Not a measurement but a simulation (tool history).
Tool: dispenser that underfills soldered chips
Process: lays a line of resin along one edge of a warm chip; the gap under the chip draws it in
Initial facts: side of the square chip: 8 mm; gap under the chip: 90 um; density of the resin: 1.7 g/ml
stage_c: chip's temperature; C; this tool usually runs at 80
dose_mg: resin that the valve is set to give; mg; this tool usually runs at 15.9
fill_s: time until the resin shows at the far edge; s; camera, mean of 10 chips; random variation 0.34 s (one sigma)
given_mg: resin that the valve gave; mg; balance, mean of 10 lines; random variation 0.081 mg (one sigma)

{"run": 1, "hour": 0.0, "stage_c": 80, "dose_mg": 15.9, "fill_s": 18.1, "given_mg": 15.24}
{"run": 2, "hour": 5.4, "stage_c": 80, "dose_mg": 19.5, "fill_s": 23.1, "given_mg": 18.57}
{"run": 3, "hour": 9.5, "stage_c": 80, "dose_mg": 19.5, "fill_s": 27.9, "given_mg": 18.63}
{"hour": 15.1, "done": "new syringe of resin"}
{"run": 4, "hour": 16.1, "stage_c": 80, "dose_mg": 15.9, "fill_s": 15.3, "given_mg": 15.16}
{"run": 5, "hour": 23.9, "stage_c": 80, "dose_mg": 17.7, "fill_s": 20.9, "given_mg": 16.8}
{"run": 6, "hour": 27.7, "stage_c": 80, "dose_mg": 17.7, "fill_s": 25.9, "given_mg": 16.93}
{"run": 7, "hour": 31.9, "stage_c": 80, "dose_mg": 17.7, "fill_s": 31.1, "given_mg": 16.52}
{"hour": 34.4, "done": "new syringe of resin"}
{"run": 8, "hour": 38.4, "stage_c": 80, "dose_mg": 17.7, "fill_s": 17.2, "given_mg": 16.58}
{"run": 9, "hour": 44.5, "stage_c": 80, "dose_mg": 17.7, "fill_s": 23.4, "given_mg": 16.52}
{"run": 10, "hour": 50.1, "stage_c": 80, "dose_mg": 17.7, "fill_s": 30.2, "given_mg": 16.34}
{"hour": 53.8, "done": "new syringe of resin"}
{"run": 11, "hour": 58.4, "stage_c": 80, "dose_mg": 15.9, "fill_s": 18.0, "given_mg": 14.71}
{"run": 12, "hour": 64.2, "stage_c": 80, "dose_mg": 19.3, "fill_s": 22.9, "given_mg": 17.8}
{"run": 13, "hour": 70.5, "stage_c": 80, "dose_mg": 20.2, "fill_s": 31.8, "given_mg": 18.81}
{"hour": 73.4, "done": "new syringe of resin"}
{"run": 14, "hour": 75.2, "stage_c": 80, "dose_mg": 20.2, "fill_s": 15.4, "given_mg": 18.72}
{"run": 15, "hour": 79.0, "stage_c": 80, "dose_mg": 20.2, "fill_s": 18.3, "given_mg": 18.73}
{"run": 16, "hour": 84.1, "stage_c": 87, "dose_mg": 20.3, "fill_s": 18.1, "given_mg": 18.51}
{"run": 17, "hour": 88.3, "stage_c": 76, "dose_mg": 20.0, "fill_s": 33.1, "given_mg": 18.14}
{"hour": 92.9, "done": "new syringe of resin"}
{"run": 18, "hour": 95.3, "stage_c": 78, "dose_mg": 18.5, "fill_s": 16.9, "given_mg": 16.76}
{"run": 19, "hour": 102.5, "stage_c": 73, "dose_mg": 17.7, "fill_s": 29.4, "given_mg": 16.05}
{"run": 20, "hour": 107.0, "stage_c": 93, "dose_mg": 18.8, "fill_s": 17.6, "given_mg": 16.99}
{"hour": 109.6, "done": "dispensing valve cleaned and set on the balance"}
{"hour": 113.5, "done": "new syringe of resin"}
{"run": 21, "hour": 115.4, "stage_c": 80, "dose_mg": 17.1, "fill_s": 14.9, "given_mg": 17.0}
{"run": 22, "hour": 119.4, "stage_c": 66, "dose_mg": 16.7, "fill_s": 30.7, "given_mg": 16.63}
{"run": 23, "hour": 125.1, "stage_c": 92, "dose_mg": 18.6, "fill_s": 16.4, "given_mg": 18.47}
{"run": 24, "hour": 129.3, "stage_c": 78, "dose_mg": 20.6, "fill_s": 31.5, "given_mg": 20.58}
{"hour": 132.7, "done": "new syringe of resin"}
{"run": 25, "hour": 134.8, "stage_c": 78, "dose_mg": 20.6, "fill_s": 16.5, "given_mg": 20.47}
{"run": 26, "hour": 139.5, "stage_c": 77, "dose_mg": 15.6, "fill_s": 21.8, "given_mg": 15.45}
{"run": 27, "hour": 147.5, "stage_c": 80, "dose_mg": 19.6, "fill_s": 28.2, "given_mg": 19.42}
{"hour": 152.1, "done": "new syringe of resin"}
{"run": 28, "hour": 152.9, "stage_c": 73, "dose_mg": 19.3, "fill_s": 18.6, "given_mg": 18.76}
{"run": 29, "hour": 157.5, "stage_c": 73, "dose_mg": 19.3, "fill_s": 23.4, "given_mg": 19.01}
{"run": 30, "hour": 164.7, "stage_c": 73, "dose_mg": 19.3, "fill_s": 32.7, "given_mg": 18.78}

Consider 5 possible next runs. They are alternatives, not a sequence: every one starts from the tool as it was left by run 30. What does each give?
{"hour": 171.6, "done": "new syringe of resin"}
{"run": "A", "hour": 172.4, "stage_c": 93, "dose_mg": 18.6, "fill_s": "?", "given_mg": "?"}
{"hour": 171.6, "done": "new syringe of resin"}
{"run": "B", "hour": 172.4, "stage_c": 87, "dose_mg": 19.7, "fill_s": "?", "given_mg": "?"}
{"hour": 171.6, "done": "new syringe of resin"}
{"run": "C", "hour": 172.4, "stage_c": 90, "dose_mg": 15.7, "fill_s": "?", "given_mg": "?"}
{"hour": 171.6, "done": "new syringe of resin"}
{"run": "D", "hour": 172.4, "stage_c": 89, "dose_mg": 17.9, "fill_s": "?", "given_mg": "?"}
{"hour": 171.6, "done": "new syringe of resin"}
{"run": "E", "hour": 172.4, "stage_c": 74, "dose_mg": 15.5, "fill_s": "?", "given_mg": "?"}

run=A fill_s=10.2 given_mg=18.05
run=B fill_s=12.3 given_mg=19.12
run=C fill_s=10.7 given_mg=15.19
run=D fill_s=10.9 given_mg=17.17
run=E fill_s=18.4 given_mg=15.01
Without the tool's unlogged condition, the same runs would have read:
run=A fill_s=10.3 given_mg=18.62
run=B fill_s=12.5 given_mg=19.73
run=C fill_s=10.8 given_mg=15.67
run=D fill_s=11.0 given_mg=17.72
run=E fill_s=18.7 given_mg=15.49
